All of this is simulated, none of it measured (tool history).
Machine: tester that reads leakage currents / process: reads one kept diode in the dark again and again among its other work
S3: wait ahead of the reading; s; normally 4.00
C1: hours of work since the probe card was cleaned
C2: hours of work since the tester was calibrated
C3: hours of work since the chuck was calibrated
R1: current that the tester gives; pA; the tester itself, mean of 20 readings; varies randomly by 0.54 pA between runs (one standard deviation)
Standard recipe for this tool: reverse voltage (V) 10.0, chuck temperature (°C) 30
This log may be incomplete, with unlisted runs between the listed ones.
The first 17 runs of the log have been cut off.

run 18 day=140.488 | reverse_voltage_(V)=1.2 chuck_temperature_(°C)=30 S3=0.42 | C1=1084 C2=3848 C3=1854 | R1=88.89
run 19 day=150.467 | reverse_voltage_(V)=6.7 chuck_temperature_(°C)=44 S3=4.00 | C1=1199 C2=3963 C3=1970 | R1=544.42
run 20 day=155.967 | reverse_voltage_(V)=6.7 chuck_temperature_(°C)=39 S3=0.88 | C1=1263 C2=4027 C3=2034 | R1=354.69
-- day=159.854 probe card cleaned and baked
run 21 day=163.167 | reverse_voltage_(V)=6.7 chuck_temperature_(°C)=39 S3=0.88 | C1=38 C2=4109 C3=2116 | R1=355.40
run 22 day=174.150 | reverse_voltage_(V)=10.0 chuck_temperature_(°C)=30 S3=2.88 | C1=166 C2=4237 C3=2243 | R1=180.74
run 23 day=181.783 | reverse_voltage_(V)=2.1 chuck_temperature_(°C)=21 S3=0.43 | C1=254 C2=4325 C3=2332 | R1=45.94
-- day=186.546 chuck's temperature calibrated
run 24 day=191.054 | reverse_voltage_(V)=2.0 chuck_temperature_(°C)=21 S3=2.90 | C1=361 C2=4432 C3=52 | R1=44.54
run 25 day=199.533 | reverse_voltage_(V)=2.0 chuck_temperature_(°C)=21 S3=2.90 | C1=459 C2=4530 C3=151 | R1=45.02
run 26 day=208.196 | reverse_voltage_(V)=2.0 chuck_temperature_(°C)=21 S3=2.90 | C1=560 C2=4631 C3=251 | R1=44.34
run 27 day=215.554 | reverse_voltage_(V)=7.8 chuck_temperature_(°C)=21 S3=0.41 | C1=645 C2=4716 C3=336 | R1=73.93
run 28 day=224.058 | reverse_voltage_(V)=6.7 chuck_temperature_(°C)=26 S3=1.43 | C1=744 C2=4815 C3=435 | R1=109.00
run 29 day=234.000 | reverse_voltage_(V)=3.5 chuck_temperature_(°C)=39 S3=1.63 | C1=859 C2=4930 C3=550 | R1=285.60
run 30 day=239.254 | reverse_voltage_(V)=1.6 chuck_temperature_(°C)=32 S3=0.48 | C1=920 C2=4991 C3=611 | R1=118.01
run 31 day=245.096 | reverse_voltage_(V)=1.6 chuck_temperature_(°C)=32 S3=0.48 | C1=988 C2=5059 C3=679 | R1=118.28

What if the next run were any one of these 4? Each begins from the tool's condition after run 31:
run A day=249.567 | reverse_voltage_(V)=16.1 chuck_temperature_(°C)=32 S3=0.83 | C1=1040 C2=5110 C3=731 | R1=?
run B day=249.567 | reverse_voltage_(V)=3.8 chuck_temperature_(°C)=40 S3=6.16 | C1=1040 C2=5110 C3=731 | R1=?
run C day=249.567 | reverse_voltage_(V)=10.0 chuck_temperature_(°C)=33 S3=0.37 | C1=1040 C2=5110 C3=731 | R1=?
run D day=249.567 | reverse_voltage_(V)=8.5 chuck_temperature_(°C)=36 S3=4.00 | C1=1040 C2=5110 C3=731 | R1=?

run=A R1=257.14
run=B R1=320.35
run=C R1=242.30
run=D R1=294.88
Take away the tool's hidden state, keep each run's random variation, and the runs would have read:
run=A R1=257.13
run=B R1=320.41
run=C R1=242.32
run=D R1=294.92

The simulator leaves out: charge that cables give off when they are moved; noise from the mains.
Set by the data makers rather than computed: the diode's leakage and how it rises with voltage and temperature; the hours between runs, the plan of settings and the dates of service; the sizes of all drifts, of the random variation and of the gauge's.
